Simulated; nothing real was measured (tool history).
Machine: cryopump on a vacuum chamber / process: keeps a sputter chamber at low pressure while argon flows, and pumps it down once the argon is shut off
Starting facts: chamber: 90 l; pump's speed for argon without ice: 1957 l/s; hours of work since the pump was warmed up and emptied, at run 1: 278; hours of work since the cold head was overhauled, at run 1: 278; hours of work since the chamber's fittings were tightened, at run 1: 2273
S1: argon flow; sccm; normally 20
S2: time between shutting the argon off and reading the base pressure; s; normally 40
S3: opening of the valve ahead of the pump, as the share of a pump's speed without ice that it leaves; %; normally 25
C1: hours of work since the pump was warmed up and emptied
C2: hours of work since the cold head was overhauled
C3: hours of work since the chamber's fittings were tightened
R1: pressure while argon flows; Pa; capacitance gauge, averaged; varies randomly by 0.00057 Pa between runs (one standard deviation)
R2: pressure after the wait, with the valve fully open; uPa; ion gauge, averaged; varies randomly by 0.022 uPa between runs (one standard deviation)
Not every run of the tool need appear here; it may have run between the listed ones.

run	hour	S1	S2	S3	C1	C2	C3	R1	R2
1	0.0	20	40	25	278	278	2273	0.0712	1.27
2	12.2	20	40	25	284	284	2279	0.0696	1.27
3	26.7	10	40	25	291	291	2286	0.0349	1.27
4	39.1	10	40	25	297	297	2292	0.0349	1.29
5	50.8	20	35	25	303	303	2297	0.0711	1.34
6	66.9	19	35	25	310	310	2305	0.0677	1.34
7	83.4	19	182	25	318	318	2313	0.0684	0.98
8	98.2	19	182	19	325	325	2320	0.0886	1.00
9	113.4	19	182	19	333	333	2327	0.0872	1.01
10	127.7	19	182	19	339	339	2334	0.0882	1.02
11	146.8	19	182	19	349	349	2343	0.0883	0.97
12	159.0	19	182	19	354	354	2349	0.0894	0.96
13	175.9	19	182	19	363	363	2357	0.0869	1.06
14	193.8	20	101	25	371	371	2366	0.0710	1.05
15	201.9	35	40	25	375	375	2370	0.1247	1.30
16	219.0	20	40	25	383	383	2378	0.0713	1.30
17	233.0	20	40	25	390	390	2385	0.0715	1.34
18	249.5	20	40	25	398	398	2392	0.0718	1.36
19	261.9	20	40	25	404	404	2398	0.0715	1.36
20	276.9	14	213	25	411	411	2406	0.0503	1.03
21	287.9	9	42	19	416	416	2411	0.0417	1.31
22	296.0	8	119	25	420	420	2415	0.0290	1.08
23	306.2	8	119	25	425	425	2420	0.0287	1.09
24	323.8	37	26	44	433	433	2428	0.0772	1.64
25	338.5	37	222	27	440	440	2435	0.1220	1.02
26	352.3	9	222	31	447	447	2442	0.0260	1.03
27	364.6	9	98	50	453	453	2448	0.0166	1.14

Estimate the outcome of run 28 from the log above:
28	373.1	9	98	50	457	457	2452	?	?

R1: 0.0169 Pa
R2: 1.15 uPa
Had the tool carried no hidden state, the very same run would have given R1 0.0156 Pa, R2 0.33 uPa.
